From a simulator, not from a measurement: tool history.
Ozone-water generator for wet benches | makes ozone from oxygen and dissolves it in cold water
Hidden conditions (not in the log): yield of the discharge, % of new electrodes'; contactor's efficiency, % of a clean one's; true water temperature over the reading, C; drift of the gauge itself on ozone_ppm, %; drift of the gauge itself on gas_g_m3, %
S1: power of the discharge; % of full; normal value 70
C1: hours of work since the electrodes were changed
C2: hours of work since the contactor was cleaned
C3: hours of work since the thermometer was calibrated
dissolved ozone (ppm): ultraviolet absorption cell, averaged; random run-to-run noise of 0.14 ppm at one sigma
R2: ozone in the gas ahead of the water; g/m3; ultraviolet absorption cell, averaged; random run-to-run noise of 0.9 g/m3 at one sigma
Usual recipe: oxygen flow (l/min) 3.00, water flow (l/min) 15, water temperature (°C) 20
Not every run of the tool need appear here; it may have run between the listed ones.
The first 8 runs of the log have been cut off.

{"run": 9, "hour": 1094.3, "S1": 70, "oxygen flow (l/min)": 3.0, "water flow (l/min)": 15, "water temperature (°C)": 25, "C1": 3806, "C2": 1911, "C3": 591, "dissolved ozone (ppm)": 11.6, "R2": 122.3}
{"run": 10, "hour": 1279.1, "S1": 70, "oxygen flow (l/min)": 3.0, "water flow (l/min)": 15, "water temperature (°C)": 25, "C1": 3951, "C2": 2056, "C3": 736, "dissolved ozone (ppm)": 11.5, "R2": 119.3}
{"run": 11, "hour": 1386.0, "S1": 70, "oxygen flow (l/min)": 3.0, "water flow (l/min)": 15, "water temperature (°C)": 25, "C1": 4035, "C2": 2140, "C3": 820, "dissolved ozone (ppm)": 11.2, "R2": 120.9}
{"run": 12, "hour": 1552.8, "S1": 70, "oxygen flow (l/min)": 1.75, "water flow (l/min)": 15, "water temperature (°C)": 20, "C1": 4166, "C2": 2271, "C3": 951, "dissolved ozone (ppm)": 9.8, "R2": 142.7}
{"run": 13, "hour": 1743.4, "S1": 70, "oxygen flow (l/min)": 1.75, "water flow (l/min)": 15, "water temperature (°C)": 20, "C1": 4316, "C2": 2421, "C3": 1101, "dissolved ozone (ppm)": 9.6, "R2": 139.3}
{"run": 14, "hour": 1863.1, "S1": 70, "oxygen flow (l/min)": 1.75, "water flow (l/min)": 15, "water temperature (°C)": 20, "C1": 4410, "C2": 2515, "C3": 1195, "dissolved ozone (ppm)": 9.6, "R2": 139.9}
{"run": 15, "hour": 2011.5, "S1": 70, "oxygen flow (l/min)": 1.75, "water flow (l/min)": 15, "water temperature (°C)": 20, "C1": 4527, "C2": 2631, "C3": 1312, "dissolved ozone (ppm)": 9.5, "R2": 137.8}
{"run": 16, "hour": 2211.5, "S1": 70, "oxygen flow (l/min)": 1.75, "water flow (l/min)": 15, "water temperature (°C)": 20, "C1": 4684, "C2": 2788, "C3": 1469, "dissolved ozone (ppm)": 9.4, "R2": 137.1}
{"run": 17, "hour": 2310.7, "S1": 70, "oxygen flow (l/min)": 3.18, "water flow (l/min)": 19, "water temperature (°C)": 20, "C1": 4762, "C2": 2866, "C3": 1547, "dissolved ozone (ppm)": 9.7, "R2": 113.2}
{"run": 18, "hour": 2516.0, "S1": 68, "oxygen flow (l/min)": 4.46, "water flow (l/min)": 19, "water temperature (°C)": 26, "C1": 4923, "C2": 3028, "C3": 1708, "dissolved ozone (ppm)": 9.4, "R2": 99.8}
{"run": 19, "hour": 2701.9, "S1": 72, "oxygen flow (l/min)": 3.5, "water flow (l/min)": 13, "water temperature (°C)": 14, "C1": 5069, "C2": 3174, "C3": 1854, "dissolved ozone (ppm)": 14.3, "R2": 111.4}
{"run": 20, "hour": 2895.7, "S1": 45, "oxygen flow (l/min)": 2.82, "water flow (l/min)": 19, "water temperature (°C)": 19, "C1": 5221, "C2": 3326, "C3": 2006, "dissolved ozone (ppm)": 6.7, "R2": 84.0}
{"run": 21, "hour": 3015.9, "S1": 45, "oxygen flow (l/min)": 1.53, "water flow (l/min)": 11, "water temperature (°C)": 16, "C1": 5316, "C2": 3421, "C3": 2101, "dissolved ozone (ppm)": 8.3, "R2": 99.5}
{"run": 22, "hour": 3164.7, "S1": 75, "oxygen flow (l/min)": 3.0, "water flow (l/min)": 12, "water temperature (°C)": 20, "C1": 5433, "C2": 3538, "C3": 2218, "dissolved ozone (ppm)": 13.0, "R2": 116.7}
{"run": 23, "hour": 3346.4, "S1": 75, "oxygen flow (l/min)": 3.0, "water flow (l/min)": 22, "water temperature (°C)": 26, "C1": 5576, "C2": 3680, "C3": 2361, "dissolved ozone (ppm)": 7.7, "R2": 113.6}
{"run": 24, "hour": 3469.9, "S1": 75, "oxygen flow (l/min)": 3.0, "water flow (l/min)": 22, "water temperature (°C)": 26, "C1": 5673, "C2": 3777, "C3": 2458, "dissolved ozone (ppm)": 7.6, "R2": 114.7}
{"hour": 3513.6, "done": "contactor cleaned"}
{"run": 25, "hour": 3567.5, "S1": 75, "oxygen flow (l/min)": 3.0, "water flow (l/min)": 22, "water temperature (°C)": 26, "C1": 5746, "C2": 42, "C3": 2531, "dissolved ozone (ppm)": 8.1, "R2": 114.6}
{"hour": 3694.6, "done": "electrodes of the discharge changed"}
{"run": 26, "hour": 3753.0, "S1": 40, "oxygen flow (l/min)": 3.0, "water flow (l/min)": 15, "water temperature (°C)": 13, "C1": 46, "C2": 183, "C3": 2672, "dissolved ozone (ppm)": 9.6, "R2": 86.5}
{"run": 27, "hour": 3916.6, "S1": 48, "oxygen flow (l/min)": 3.0, "water flow (l/min)": 15, "water temperature (°C)": 20, "C1": 174, "C2": 312, "C3": 2801, "dissolved ozone (ppm)": 10.6, "R2": 103.6}
{"run": 28, "hour": 4086.1, "S1": 70, "oxygen flow (l/min)": 3.0, "water flow (l/min)": 15, "water temperature (°C)": 20, "C1": 308, "C2": 445, "C3": 2934, "dissolved ozone (ppm)": 14.7, "R2": 147.4}
{"run": 29, "hour": 4185.9, "S1": 45, "oxygen flow (l/min)": 2.01, "water flow (l/min)": 12, "water temperature (°C)": 20, "C1": 386, "C2": 524, "C3": 3012, "dissolved ozone (ppm)": 10.1, "R2": 108.7}
{"run": 30, "hour": 4304.0, "S1": 45, "oxygen flow (l/min)": 2.01, "water flow (l/min)": 12, "water temperature (°C)": 20, "C1": 479, "C2": 616, "C3": 3105, "dissolved ozone (ppm)": 10.3, "R2": 108.7}
{"run": 31, "hour": 4406.0, "S1": 47, "oxygen flow (l/min)": 3.25, "water flow (l/min)": 15, "water temperature (°C)": 22, "C1": 559, "C2": 696, "C3": 3185, "dissolved ozone (ppm)": 10.2, "R2": 98.5}
{"run": 32, "hour": 4509.9, "S1": 61, "oxygen flow (l/min)": 3.19, "water flow (l/min)": 15, "water temperature (°C)": 21, "C1": 641, "C2": 778, "C3": 3267, "dissolved ozone (ppm)": 12.9, "R2": 124.4}

Alternative continuations, all from the tool just after run 32; predict every row:
{"run": "A", "hour": 4660.4, "S1": 62, "oxygen flow (l/min)": 2.25, "water flow (l/min)": 15, "water temperature (°C)": 21, "C1": 759, "C2": 896, "C3": 3385, "dissolved ozone (ppm)": "?", "R2": "?"}
{"run": "B", "hour": 4660.4, "S1": 60, "oxygen flow (l/min)": 3.51, "water flow (l/min)": 15, "water temperature (°C)": 21, "C1": 759, "C2": 896, "C3": 3385, "dissolved ozone (ppm)": "?", "R2": "?"}
{"run": "C", "hour": 4660.4, "S1": 44, "oxygen flow (l/min)": 4.88, "water flow (l/min)": 15, "water temperature (°C)": 21, "C1": 759, "C2": 896, "C3": 3385, "dissolved ozone (ppm)": "?", "R2": "?"}
{"run": "D", "hour": 4660.4, "S1": 50, "oxygen flow (l/min)": 3.19, "water flow (l/min)": 15, "water temperature (°C)": 15, "C1": 759, "C2": 896, "C3": 3385, "dissolved ozone (ppm)": "?", "R2": "?"}
{"run": "E", "hour": 4660.4, "S1": 61, "oxygen flow (l/min)": 1.96, "water flow (l/min)": 18, "water temperature (°C)": 15, "C1": 759, "C2": 896, "C3": 3385, "dissolved ozone (ppm)": "?", "R2": "?"}

run=A dissolved_ozone_(ppm)=11.5 R2=141.0
run=B dissolved_ozone_(ppm)=13.1 R2=120.7
run=C dissolved_ozone_(ppm)=10.4 R2=81.2
run=D dissolved_ozone_(ppm)=11.6 R2=103.3
run=E dissolved_ozone_(ppm)=9.9 R2=143.8
Take away the tool's hidden state, keep each run's random variation, and the runs would have read:
run=A dissolved_ozone_(ppm)=12.2 R2=145.5
run=B dissolved_ozone_(ppm)=13.8 R2=124.4
run=C dissolved_ozone_(ppm)=10.9 R2=82.8
run=D dissolved_ozone_(ppm)=12.1 R2=105.8
run=E dissolved_ozone_(ppm)=10.4 R2=148.3

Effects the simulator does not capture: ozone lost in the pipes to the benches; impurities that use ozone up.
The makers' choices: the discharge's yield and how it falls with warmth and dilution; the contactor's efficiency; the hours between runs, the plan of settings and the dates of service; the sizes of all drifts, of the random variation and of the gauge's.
